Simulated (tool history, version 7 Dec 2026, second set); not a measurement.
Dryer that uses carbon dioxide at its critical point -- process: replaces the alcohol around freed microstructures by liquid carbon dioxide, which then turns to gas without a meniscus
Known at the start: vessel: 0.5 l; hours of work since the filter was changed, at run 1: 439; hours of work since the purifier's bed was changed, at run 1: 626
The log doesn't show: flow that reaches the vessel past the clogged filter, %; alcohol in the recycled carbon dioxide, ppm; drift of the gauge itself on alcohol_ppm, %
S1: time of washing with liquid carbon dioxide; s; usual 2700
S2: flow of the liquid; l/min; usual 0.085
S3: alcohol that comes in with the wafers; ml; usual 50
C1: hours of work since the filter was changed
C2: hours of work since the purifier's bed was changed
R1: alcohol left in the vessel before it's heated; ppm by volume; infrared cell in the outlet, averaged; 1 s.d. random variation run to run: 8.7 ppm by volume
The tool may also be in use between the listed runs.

Run 1, hour 0: usual settings; C1 439; C2 626. Result: R1 1373 ppm by volume.
Run 2, hour 16.1: usual settings; C1 448; C2 636. Result: R1 1409 ppm by volume.
Run 3, hour 34.1: usual settings; C1 459; C2 647. Result: R1 1488 ppm by volume.
At hour 40.8: inlet filter changed.
Run 4, hour 59.6: usual settings; C1 11; C2 662. Result: R1 716 ppm by volume.
Run 5, hour 74.4: usual settings; C1 20; C2 671. Result: R1 761 ppm by volume.
Run 6, hour 89.4: usual settings; C1 29; C2 680. Result: R1 781 ppm by volume.
Run 7, hour 103: usual settings; C1 38; C2 688. Result: R1 766 ppm by volume.
Run 8, hour 119.5: usual settings; C1 48; C2 698. Result: R1 786 ppm by volume.
Run 9, hour 131.4: usual settings but S3 44 ml; C1 55; C2 705. Result: R1 719 ppm by volume.
Run 10, hour 145.8: usual settings but S1 3180 s, S2 0.0512 l/min, S3 29 ml; C1 64; C2 714. Result: R1 1868 ppm by volume.
Run 11, hour 168.3: usual settings but S2 0.0713 l/min, S3 39 ml; C1 77; C2 728. Result: R1 1338 ppm by volume.
Run 12, hour 187.5: usual settings but S1 4200 s, S2 0.0593 l/min, S3 27 ml; C1 89; C2 739. Result: R1 509 ppm by volume.
Run 13, hour 200.1: usual settings but S1 4200 s, S2 0.0593 l/min, S3 27 ml; C1 96; C2 747. Result: R1 507 ppm by volume.
Run 14, hour 212.4: usual settings but S1 4200 s, S2 0.0593 l/min, S3 35 ml; C1 104; C2 754. Result: R1 594 ppm by volume.
At hour 219.3: purifier's bed changed.
Run 15, hour 239.6: usual settings but S1 3240 s, S2 0.0709 l/min, S3 53 ml; C1 119; C2 12. Result: R1 698 ppm by volume.

What if the next run were any one of these 4? Each begins from the tool's condition after run 15:
Run A, hour 265.4: usual settings but S1 2040 s, S2 0.1232 l/min, S3 87 ml; C1 134; C2 28. Result: R1 ?.
Run B, hour 265.4: usual settings but S1 1980 s, S2 0.1322 l/min, S3 83 ml; C1 134; C2 28. Result: R1 ?.
Run C, hour 265.4: usual settings but S1 3240 s, S2 0.0709 l/min, S3 20 ml; C1 134; C2 28. Result: R1 ?.
Run D, hour 265.4: usual settings but S2 0.0575 l/min, S3 83 ml; C1 134; C2 28. Result: R1 ?.

run    R1
  A   579
  B   429
  C   276
  D  5846
With no hidden state in the tool, these same runs would have given:
run    R1
  A   418
  B   303
  C   202
  D  4856
